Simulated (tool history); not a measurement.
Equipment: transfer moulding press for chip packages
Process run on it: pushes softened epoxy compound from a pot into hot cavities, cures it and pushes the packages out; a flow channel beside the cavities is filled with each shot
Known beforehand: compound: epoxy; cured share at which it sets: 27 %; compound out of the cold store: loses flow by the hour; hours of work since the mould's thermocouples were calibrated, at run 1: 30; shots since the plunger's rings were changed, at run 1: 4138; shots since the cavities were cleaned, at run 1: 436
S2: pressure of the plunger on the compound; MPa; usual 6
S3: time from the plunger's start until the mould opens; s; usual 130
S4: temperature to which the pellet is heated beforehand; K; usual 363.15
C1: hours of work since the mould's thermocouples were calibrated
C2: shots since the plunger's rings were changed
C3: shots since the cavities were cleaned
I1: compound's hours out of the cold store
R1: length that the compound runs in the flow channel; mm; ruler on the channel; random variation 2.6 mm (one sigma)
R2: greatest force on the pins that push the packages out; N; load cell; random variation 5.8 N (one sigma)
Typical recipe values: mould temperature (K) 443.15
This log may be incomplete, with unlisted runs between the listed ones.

{"run": 1, "hour": 0.0, "mould temperature (K)": 443.15, "S2": 6, "S3": 130, "S4": 363.15, "C1": 30, "C2": 4138, "C3": 436, "I1": 28.1, "R1": 501, "R2": 316}
{"run": 2, "hour": 9.8, "mould temperature (K)": 443.15, "S2": 6, "S3": 130, "S4": 356.15, "C1": 35, "C2": 4209, "C3": 507, "I1": 31.3, "R1": 497, "R2": 313}
{"hour": 12.7, "done": "cavities cleaned with cleaning compound and waxed"}
{"run": 3, "hour": 19.0, "mould temperature (K)": 443.15, "S2": 6, "S3": 130, "S4": 356.15, "C1": 38, "C2": 4265, "C3": 46, "I1": 10.7, "R1": 559, "R2": 340}
{"run": 4, "hour": 30.2, "mould temperature (K)": 443.15, "S2": 6, "S3": 130, "S4": 356.15, "C1": 44, "C2": 4345, "C3": 126, "I1": 18, "R1": 534, "R2": 364}
{"hour": 41.8, "done": "cavities cleaned with cleaning compound and waxed, once more"}
{"run": 5, "hour": 41.9, "mould temperature (K)": 443.15, "S2": 6, "S3": 130, "S4": 356.15, "C1": 49, "C2": 4419, "C3": 1, "I1": 46.3, "R1": 460, "R2": 229}
{"run": 6, "hour": 53.4, "mould temperature (K)": 443.15, "S2": 6, "S3": 130, "S4": 362.15, "C1": 55, "C2": 4502, "C3": 84, "I1": 13.5, "R1": 547, "R2": 248}
{"run": 7, "hour": 62.9, "mould temperature (K)": 443.15, "S2": 6, "S3": 130, "S4": 362.15, "C1": 59, "C2": 4570, "C3": 152, "I1": 12, "R1": 548, "R2": 267}
{"run": 8, "hour": 67.9, "mould temperature (K)": 443.15, "S2": 6, "S3": 130, "S4": 362.15, "C1": 62, "C2": 4606, "C3": 188, "I1": 27, "R1": 508, "R2": 274}
{"run": 9, "hour": 79.7, "mould temperature (K)": 443.15, "S2": 6.27, "S3": 130, "S4": 363.15, "C1": 67, "C2": 4691, "C3": 273, "I1": 15.8, "R1": 550, "R2": 286}
{"run": 10, "hour": 84.8, "mould temperature (K)": 443.15, "S2": 6.27, "S3": 117, "S4": 363.15, "C1": 70, "C2": 4728, "C3": 310, "I1": 39.6, "R1": 486, "R2": 328}

For run 11, what comes out?
{"run": 11, "hour": 92.8, "mould temperature (K)": 443.15, "S2": 6, "S3": 145, "S4": 363.15, "C1": 74, "C2": 4785, "C3": 367, "I1": 17.8, "R1": "?", "R2": "?"}

R1: 529 mm
R2: 284 N
Minus the tool's unlogged condition, the same run would have read R1 569 mm, R2 203 N.
